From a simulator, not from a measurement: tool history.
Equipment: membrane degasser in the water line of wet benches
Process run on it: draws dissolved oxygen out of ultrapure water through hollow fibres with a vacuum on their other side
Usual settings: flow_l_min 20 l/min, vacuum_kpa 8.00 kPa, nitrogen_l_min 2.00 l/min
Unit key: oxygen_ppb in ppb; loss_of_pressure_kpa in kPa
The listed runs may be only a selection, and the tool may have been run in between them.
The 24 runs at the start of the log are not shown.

| run | day | flow_l_min | vacuum_kpa | nitrogen_l_min | hours since the membrane was changed | hours since the vacuum gauge was calibrated | hours since the vacuum lines were made tight | oxygen_ppb | loss_of_pressure_kpa |
|---|---|---|---|---|---|---|---|---|---|
| 25 | 128.675 | 14 | 8.00 | 5.76 | 9509 | 5966 | 170 | 31.2 | 44.65 |
| 26 | 136.175 | 14 | 8.00 | 5.76 | 9689 | 6146 | 350 | 31.3 | 44.81 |
| 27 | 143.471 | 31 | 13.88 | 5.76 | 9864 | 6321 | 525 | 155.1 | 99.06 |
| 28 | 150.725 | 31 | 7.82 | 0.99 | 10038 | 6495 | 699 | 317.5 | 99.02 |
| 29 | 156.846 | 30 | 8.00 | 1.31 | 10185 | 6642 | 846 | 256.4 | 95.99 |
| 30 | 162.496 | 30 | 8.00 | 1.31 | 10320 | 6778 | 982 | 255.6 | 96.63 |
|  | 165.729 | vacuum gauge calibrated |
| 31 | 166.688 | 30 | 8.00 | 1.31 | 10421 | 23 | 1082 | 250.7 | 96.40 |
| 32 | 172.408 | 19 | 8.00 | 3.68 | 10558 | 160 | 1219 | 65.1 | 61.01 |
| 33 | 180.033 | 19 | 8.00 | 3.68 | 10741 | 343 | 1402 | 65.1 | 60.87 |

3 options for the next run, each taken on its own from the tool as it stands now. Forecast them:
| A | 183.562 | 23 | 6.17 | 3.41 | 10826 | 428 | 1487 | ? | ? |
| B | 183.562 | 30 | 13.99 | 4.85 | 10826 | 428 | 1487 | ? | ? |
| C | 183.562 | 20 | 8.00 | 5.81 | 10826 | 428 | 1487 | ? | ? |

| run | oxygen_ppb | loss_of_pressure_kpa |
|---|---|---|
| A | 56.0 | 73.51 |
| B | 175.0 | 96.51 |
| C | 46.6 | 64.52 |
Without the tool's unlogged condition, the same runs would have read:
| run | oxygen_ppb | loss_of_pressure_kpa |
|---|---|---|
| A | 52.8 | 68.37 |
| B | 168.8 | 89.79 |
| C | 44.2 | 60.02 |

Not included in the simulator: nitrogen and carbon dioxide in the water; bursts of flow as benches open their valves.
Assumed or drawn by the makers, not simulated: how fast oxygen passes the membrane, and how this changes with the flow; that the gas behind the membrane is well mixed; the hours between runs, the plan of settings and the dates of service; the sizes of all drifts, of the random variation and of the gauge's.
